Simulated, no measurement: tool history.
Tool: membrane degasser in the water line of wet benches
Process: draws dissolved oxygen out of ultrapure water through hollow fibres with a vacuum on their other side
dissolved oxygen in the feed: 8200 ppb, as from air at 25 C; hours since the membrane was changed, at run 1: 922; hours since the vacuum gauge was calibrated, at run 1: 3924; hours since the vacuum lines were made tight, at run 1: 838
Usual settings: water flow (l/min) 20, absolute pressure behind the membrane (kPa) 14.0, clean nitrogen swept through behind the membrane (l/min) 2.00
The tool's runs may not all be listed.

run,hour,water flow (l/min),absolute pressure behind the membrane (kPa),clean nitrogen swept through behind the membrane (l/min),hours since the membrane was changed,hours since the vacuum gauge was calibrated,hours since the vacuum lines were made tight,dissolved oxygen in the water behind the degasser (ppb),pressure that the water loses in the fibres (kPa)
1,0.0,20,14.0,2.00,922,3924,838,405.2,38.14
2,21.6,20,14.0,2.00,944,3946,860,402.8,38.19
3,72.1,20,14.0,2.00,994,3996,911,397.2,38.29
4,93.7,20,14.0,2.63,1016,4018,932,346.2,38.34
5,139.6,24,14.0,2.00,1062,4064,978,537.7,45.91
6,187.2,24,14.0,2.00,1109,4112,1026,545.3,45.88
7,209.7,20,14.0,1.54,1132,4134,1048,472.8,38.53
8,231.2,20,14.0,1.54,1153,4155,1070,464.0,38.15
9,269.2,20,14.0,1.54,1191,4194,1108,465.1,38.38
10,301.9,20,14.0,1.54,1224,4226,1140,474.4,38.15
11,333.2,20,14.0,1.54,1255,4257,1172,467.0,38.25
12,359.8,20,14.0,1.54,1282,4284,1198,473.0,38.33
13,407.0,20,14.0,1.54,1329,4331,1245,463.2,38.48
14,448.1,20,14.0,1.54,1370,4372,1287,462.2,38.53
15,473.0,20,14.0,1.54,1395,4397,1311,456.5,38.54
16,501.3,20,19.8,2.00,1423,4426,1340,532.4,38.35
17,528.1,27,14.0,2.00,1450,4452,1367,644.1,52.01
18,576.4,18,14.0,2.12,1498,4501,1415,328.9,34.93
19,612.6,15,12.1,1.12,1535,4537,1451,333.8,28.81
20,651.5,13,9.1,1.12,1573,4576,1490,198.0,25.27
21,694.7,30,14.0,2.00,1617,4619,1533,749.5,58.23
22,730.5,21,9.0,4.71,1652,4655,1569,248.8,40.85
23,776.4,16,20.8,1.17,1698,4701,1615,595.6,30.76
24,811.5,26,30.3,2.00,1733,4736,1650,1013.5,50.16
25,840.2,16,8.9,2.04,1762,4765,1679,186.1,30.90
26,870.7,25,23.2,2.04,1793,4795,1709,773.2,48.54
27,909.2,14,14.0,2.00,1831,4834,1748,232.5,27.12
28,936.2,14,14.0,0.87,1858,4861,1775,422.9,27.46
29,987.8,20,14.0,1.02,1910,4912,1826,595.6,38.60
30,1022.9,17,9.1,1.04,1945,4947,1861,309.5,33.05
31,1052.8,20,9.1,1.04,1975,4977,1891,403.8,38.86
32,1077.5,23,9.1,1.31,1999,5002,1916,454.9,44.96
33,1126.4,20,14.0,3.37,2048,5051,1965,322.0,39.02

3 ways to go on from here, each from the tool as it stands after run 33. What would each give?
A,1162.8,20,11.4,1.10,2085,5087,2001,?,?
B,1162.8,17,14.0,3.87,2085,5087,2001,?,?
C,1162.8,20,15.5,1.06,2085,5087,2001,?,?

run,dissolved oxygen in the water behind the degasser (ppb),pressure that the water loses in the fibres (kPa)
A,471.2,39.11
B,211.4,33.08
C,636.9,39.08
Without the tool's hidden state the same runs would have given:
run,dissolved oxygen in the water behind the degasser (ppb),pressure that the water loses in the fibres (kPa)
A,470.8,38.21
B,211.2,32.31
C,636.5,38.18
